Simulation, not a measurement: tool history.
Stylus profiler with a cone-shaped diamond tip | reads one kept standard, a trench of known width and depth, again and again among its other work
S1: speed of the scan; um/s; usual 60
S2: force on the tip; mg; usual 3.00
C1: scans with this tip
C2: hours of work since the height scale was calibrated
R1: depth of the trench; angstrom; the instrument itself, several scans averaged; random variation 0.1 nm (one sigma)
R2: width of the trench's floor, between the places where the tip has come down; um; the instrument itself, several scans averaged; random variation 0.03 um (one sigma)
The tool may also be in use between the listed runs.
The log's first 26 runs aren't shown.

| run | hour | S1 | S2 | C1 | C2 | R1 | R2 |
|---|---|---|---|---|---|---|---|
| 27 | 858.3 | 149 | 1.96 | 9583 | 731 | 5053.6 | 43.73 |
| 28 | 890.4 | 149 | 1.96 | 9756 | 744 | 5053.0 | 43.80 |
| 29 | 929.0 | 149 | 1.96 | 9964 | 760 | 5053.3 | 43.72 |
| 30 | 959.5 | 129 | 4.59 | 10128 | 773 | 5101.8 | 43.97 |
| 31 | 997.1 | 120 | 3.00 | 10332 | 788 | 5075.7 | 43.85 |
| 32 | 1017.6 | 84 | 3.88 | 10442 | 797 | 5090.0 | 44.00 |
| 33 | 1051.3 | 84 | 3.88 | 10624 | 810 | 5087.6 | 44.07 |
|  | 1081.1 | new tip fitted, height scale calibrated |
| 34 | 1082.7 | 36 | 1.19 | 9 | 1 | 5050.6 | 45.33 |
| 35 | 1109.5 | 36 | 1.19 | 153 | 12 | 5050.7 | 45.34 |
| 36 | 1145.9 | 36 | 7.18 | 350 | 27 | 5159.8 | 45.43 |
| 37 | 1192.7 | 48 | 1.73 | 603 | 46 | 5061.3 | 45.33 |
| 38 | 1212.9 | 81 | 5.70 | 711 | 54 | 5136.7 | 45.25 |
| 39 | 1251.3 | 50 | 3.00 | 919 | 70 | 5087.9 | 45.29 |
| 40 | 1279.5 | 25 | 4.52 | 1071 | 82 | 5115.8 | 45.34 |
| 41 | 1304.0 | 220 | 4.91 | 1203 | 92 | 5123.7 | 44.80 |
| 42 | 1340.8 | 108 | 3.70 | 1402 | 107 | 5100.7 | 45.06 |
| 43 | 1371.3 | 28 | 3.00 | 1566 | 119 | 5089.1 | 45.23 |
| 44 | 1416.8 | 104 | 1.07 | 1812 | 138 | 5046.0 | 44.75 |
| 45 | 1455.1 | 104 | 1.07 | 2018 | 154 | 5044.6 | 44.70 |
| 46 | 1497.9 | 46 | 8.72 | 2250 | 172 | 5177.2 | 45.18 |
| 47 | 1536.8 | 20 | 3.00 | 2460 | 188 | 5086.3 | 45.15 |

4 ways to go on from here, each from the tool as it stands after run 47. What would each give?
| A | 1571.8 | 16 | 1.98 | 2649 | 202 | ? | ? |
| B | 1571.8 | 225 | 3.83 | 2649 | 202 | ? | ? |
| C | 1571.8 | 59 | 3.00 | 2649 | 202 | ? | ? |
| D | 1571.8 | 46 | 3.68 | 2649 | 202 | ? | ? |

| run | R1 | R2 |
|---|---|---|
| A | 5066.6 | 45.13 |
| B | 5102.5 | 44.57 |
| C | 5086.5 | 45.05 |
| D | 5100.5 | 45.10 |
Without the tool's hidden state the same runs would have given:
| run | R1 | R2 |
|---|---|---|
| A | 5066.1 | 45.57 |
| B | 5102.0 | 45.01 |
| C | 5086.0 | 45.49 |
| D | 5100.0 | 45.54 |
